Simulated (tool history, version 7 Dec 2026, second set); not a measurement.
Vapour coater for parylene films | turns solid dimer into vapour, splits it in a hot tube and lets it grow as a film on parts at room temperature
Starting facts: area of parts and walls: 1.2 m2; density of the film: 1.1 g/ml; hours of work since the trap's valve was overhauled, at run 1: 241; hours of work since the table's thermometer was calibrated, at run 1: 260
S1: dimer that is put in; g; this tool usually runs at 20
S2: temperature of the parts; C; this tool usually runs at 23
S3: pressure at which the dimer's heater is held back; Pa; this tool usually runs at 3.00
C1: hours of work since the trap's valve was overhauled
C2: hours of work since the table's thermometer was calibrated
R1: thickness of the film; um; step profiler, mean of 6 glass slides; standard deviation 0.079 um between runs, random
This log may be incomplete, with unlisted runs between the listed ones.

| run | hour | S1 | S2 | S3 | C1 | C2 | R1 |
|---|---|---|---|---|---|---|---|
| 1 | 0.0 | 20 | 23 | 3.00 | 241 | 260 | 8.81 |
| 2 | 18.2 | 20 | 29 | 3.00 | 250 | 269 | 7.68 |
| 3 | 37.2 | 20 | 26 | 3.00 | 259 | 278 | 8.23 |
| 4 | 53.4 | 16 | 23 | 3.00 | 266 | 285 | 7.05 |
| 5 | 61.8 | 16 | 23 | 3.00 | 270 | 289 | 7.08 |
| 6 | 76.3 | 16 | 23 | 3.00 | 277 | 296 | 6.98 |
| 7 | 92.9 | 20 | 23 | 3.00 | 285 | 304 | 8.70 |
| 8 | 103.1 | 20 | 23 | 3.00 | 290 | 309 | 8.71 |
| 9 | 114.5 | 20 | 23 | 3.00 | 295 | 314 | 8.71 |
| 10 | 131.7 | 20 | 23 | 3.00 | 303 | 322 | 8.85 |
| 11 | 146.8 | 20 | 23 | 3.00 | 310 | 329 | 8.65 |
| 12 | 165.6 | 20 | 23 | 3.00 | 319 | 338 | 8.53 |
| 13 | 182.1 | 20 | 23 | 3.00 | 327 | 346 | 8.60 |
| 14 | 200.0 | 20 | 23 | 3.00 | 335 | 354 | 8.62 |
| 15 | 213.2 | 20 | 23 | 3.00 | 342 | 361 | 8.54 |
| 16 | 225.2 | 10 | 23 | 3.00 | 347 | 366 | 4.30 |
| 17 | 233.3 | 20 | 20 | 3.00 | 351 | 370 | 9.18 |
| 18 | 251.8 | 11 | 23 | 3.00 | 360 | 379 | 4.70 |
| 19 | 260.5 | 11 | 23 | 3.00 | 364 | 383 | 4.71 |
| 20 | 271.9 | 20 | 23 | 3.00 | 369 | 388 | 8.38 |
| 21 | 286.9 | 20 | 24 | 3.00 | 376 | 395 | 8.40 |
| 22 | 303.8 | 20 | 23 | 3.00 | 384 | 403 | 8.52 |
| 23 | 313.1 | 20 | 23 | 3.00 | 389 | 408 | 8.36 |
| 24 | 326.3 | 20 | 23 | 3.00 | 395 | 414 | 8.39 |
| 25 | 342.9 | 12 | 23 | 3.00 | 403 | 422 | 5.08 |
| 26 | 356.3 | 20 | 23 | 2.92 | 409 | 428 | 8.38 |
| 27 | 368.1 | 28 | 17 | 2.92 | 415 | 434 | 13.89 |
| 28 | 383.3 | 20 | 32 | 3.32 | 422 | 441 | 6.48 |
| 29 | 402.7 | 20 | 32 | 3.32 | 431 | 450 | 6.55 |
| 30 | 422.2 | 20 | 32 | 3.32 | 440 | 459 | 6.54 |
| 31 | 434.8 | 20 | 32 | 3.32 | 446 | 465 | 6.49 |
| 32 | 447.1 | 10 | 27 | 3.32 | 452 | 471 | 3.67 |
| 33 | 462.3 | 36 | 27 | 8.23 | 459 | 478 | 11.60 |
| 34 | 476.5 | 36 | 27 | 8.23 | 466 | 485 | 11.55 |
| 35 | 488.6 | 31 | 34 | 8.11 | 472 | 491 | 8.21 |
|  | 498.7 | trap's valve overhauled |
| 36 | 506.0 | 12 | 23 | 2.16 | 3 | 497 | 5.99 |
| 37 | 524.3 | 12 | 23 | 2.16 | 12 | 505 | 6.02 |
| 38 | 532.3 | 21 | 23 | 3.00 | 16 | 509 | 10.17 |
| 39 | 541.4 | 9 | 20 | 9.49 | 20 | 514 | 3.86 |
| 40 | 550.6 | 9 | 20 | 9.49 | 24 | 518 | 3.93 |
| 41 | 563.2 | 20 | 22 | 6.50 | 30 | 524 | 8.66 |
| 42 | 582.7 | 20 | 22 | 2.50 | 40 | 533 | 10.11 |
| 43 | 591.5 | 12 | 31 | 2.90 | 44 | 537 | 4.63 |
| 44 | 600.7 | 12 | 31 | 2.90 | 48 | 542 | 4.64 |
| 45 | 614.2 | 12 | 31 | 2.90 | 54 | 548 | 4.73 |
| 46 | 629.5 | 33 | 20 | 4.69 | 62 | 555 | 15.66 |

Below, some changes in R1 between adjacent runs. For each, the amount present without the hidden state too (settings, incoming material, random variation) and the amount remaining for the hidden state with gauge scatter not shared by both compared results:
Hidden state at play: vapour lost through the trap's worn valve, %; true temperature of the parts over the reading, C; drift of the gauge itself on film_um, %.
Run 27 -> 28: S1 28 -> 20, S2 17 -> 32, S3 2.92 -> 3.32. R1 -7.41 um: hidden state +1.03, all else -8.44.
Run 32 -> 33: S1 10 -> 36, S3 3.32 -> 8.23. R1 +7.93 um: hidden state -1.28, all else +9.21.
Run 35 -> 36: S1 31 -> 12, S2 34 -> 23, S3 8.11 -> 2.16, trap's valve overhauled. R1 -2.22 um: hidden state +1.37, all else -3.59.
Run 45 -> 46: S1 12 -> 33, S2 31 -> 20, S3 2.90 -> 4.69. R1 +10.93 um: hidden state -0.14, all else +11.07.

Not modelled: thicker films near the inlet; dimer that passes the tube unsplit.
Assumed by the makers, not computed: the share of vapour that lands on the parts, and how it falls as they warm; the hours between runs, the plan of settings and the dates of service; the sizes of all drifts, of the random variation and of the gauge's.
